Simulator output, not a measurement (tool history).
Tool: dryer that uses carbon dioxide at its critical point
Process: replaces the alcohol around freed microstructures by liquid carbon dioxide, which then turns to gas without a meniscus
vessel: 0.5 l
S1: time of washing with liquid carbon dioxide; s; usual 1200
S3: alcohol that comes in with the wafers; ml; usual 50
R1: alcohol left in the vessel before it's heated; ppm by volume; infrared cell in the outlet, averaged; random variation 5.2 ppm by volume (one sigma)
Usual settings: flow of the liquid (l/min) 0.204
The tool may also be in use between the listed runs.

Run 1, day 0: usual settings. Result: R1 145 ppm by volume.
Run 2, day 0.55: usual settings. Result: R1 144 ppm by volume.
Run 3, day 1.05: usual settings. Result: R1 155 ppm by volume.
Run 4, day 1.788: usual settings. Result: R1 144 ppm by volume.
Run 5, day 2.612: usual settings. Result: R1 152 ppm by volume.
Run 6, day 3.183: usual settings. Result: R1 156 ppm by volume.
Run 7, day 3.971: usual settings but S3 25 ml. Result: R1 86 ppm by volume.
Run 8, day 4.446: usual settings but S3 25 ml. Result: R1 90 ppm by volume.
Run 9, day 5.354: usual settings. Result: R1 167 ppm by volume.
Run 10, day 6.483: usual settings but flow of the liquid (l/min) 0.305. Result: R1 18 ppm by volume.
Run 11, day 7.492: usual settings but S1 960 s, flow of the liquid (l/min) 0.278, S3 25 ml. Result: R1 65 ppm by volume.
Run 12, day 8.604: usual settings but S1 1260 s, flow of the liquid (l/min) 0.169, S3 25 ml. Result: R1 208 ppm by volume.
Run 13, day 9.65: usual settings but S1 1800 s, flow of the liquid (l/min) 0.217, S3 28 ml. Result: R1 34 ppm by volume.
Run 14, day 10.638: usual settings but S1 780 s, flow of the liquid (l/min) 0.125, S3 34 ml. Result: R1 5343 ppm by volume.
Run 15, day 11.779: usual settings but S1 780 s, flow of the liquid (l/min) 0.192, S3 91 ml. Result: R1 3758 ppm by volume.
Run 16, day 12.738: usual settings but S1 840 s, flow of the liquid (l/min) 0.23. Result: R1 663 ppm by volume.
At day 13.579: inlet filter changed.
Run 17, day 13.9: usual settings but S3 59 ml. Result: R1 135 ppm by volume.
Run 18, day 14.483: usual settings but S3 59 ml. Result: R1 144 ppm by volume.
Run 19, day 15.612: usual settings but flow of the liquid (l/min) 0.141, S3 82 ml. Result: R1 1473 ppm by volume.

Measured less the same run without the tool's hidden state. The same run-to-run variation is in both; the gauge's scatter may not be:
The hidden state here: flow that reaches the vessel past the clogged filter, %; alcohol in the recycled carbon dioxide, ppm; drift of the gauge itself on alcohol_ppm, %.
run     R1
  1    +52
  2    +53
  3    +58
  4    +58
  5    +64
  6    +63
  7    +41
  8    +42
  9    +74
 10    +18
 11    +37
 12    +96
 13    +19
 14  +1256
 15  +1324
 16   +301
 17    +30
 18    +32
 19   +133

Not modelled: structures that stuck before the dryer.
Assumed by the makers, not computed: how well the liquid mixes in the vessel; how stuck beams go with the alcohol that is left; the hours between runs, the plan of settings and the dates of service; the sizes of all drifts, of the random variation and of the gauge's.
